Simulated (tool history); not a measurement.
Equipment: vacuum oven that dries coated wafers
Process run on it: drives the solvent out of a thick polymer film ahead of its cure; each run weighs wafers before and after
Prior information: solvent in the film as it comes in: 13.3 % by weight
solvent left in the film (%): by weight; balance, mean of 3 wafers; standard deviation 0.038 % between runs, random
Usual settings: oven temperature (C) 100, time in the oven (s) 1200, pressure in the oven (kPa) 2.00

run,hour,oven temperature (C),time in the oven (s),pressure in the oven (kPa),solvent left in the film (%)
1,0.0,100,1200,2.00,2.47
2,47.7,100,1200,2.00,2.46
3,98.2,100,1200,1.74,2.40
4,127.9,100,1200,2.00,2.50
5,157.9,100,1200,2.00,2.45
6,207.0,100,1200,2.00,2.49
7,254.3,100,1200,2.00,2.36
8,291.6,100,1200,2.00,2.39
9,316.4,100,1200,2.00,2.25
10,341.4,100,1200,2.00,2.37
11,369.6,100,1200,3.89,2.86
12,425.8,103,1200,2.00,1.89
13,463.1,103,1200,2.88,2.09
14,498.3,100,1440,1.56,1.74
15,555.9,100,1440,1.56,1.74
16,581.1,93,900,6.49,5.83
17,609.8,85,900,2.37,6.35
18,644.4,85,900,2.37,6.30
19,675.2,88,1200,1.25,4.32
20,731.9,112,840,5.31,2.20
21,787.6,100,960,1.97,3.04
22,843.3,105,1200,2.00,1.52

Here are 3 independent what-if runs from the current tool condition. What would each one return?
A,875.0,105,1200,4.82,?
B,875.0,90,1860,1.66,?
C,875.0,86,660,1.24,?

run,solvent left in the film (%)
A,2.19
B,2.49
C,6.91
The same runs, with their run-to-run variation unchanged, on a tool lacking any hidden condition would have given:
run,solvent left in the film (%)
A,2.43
B,2.77
C,7.19
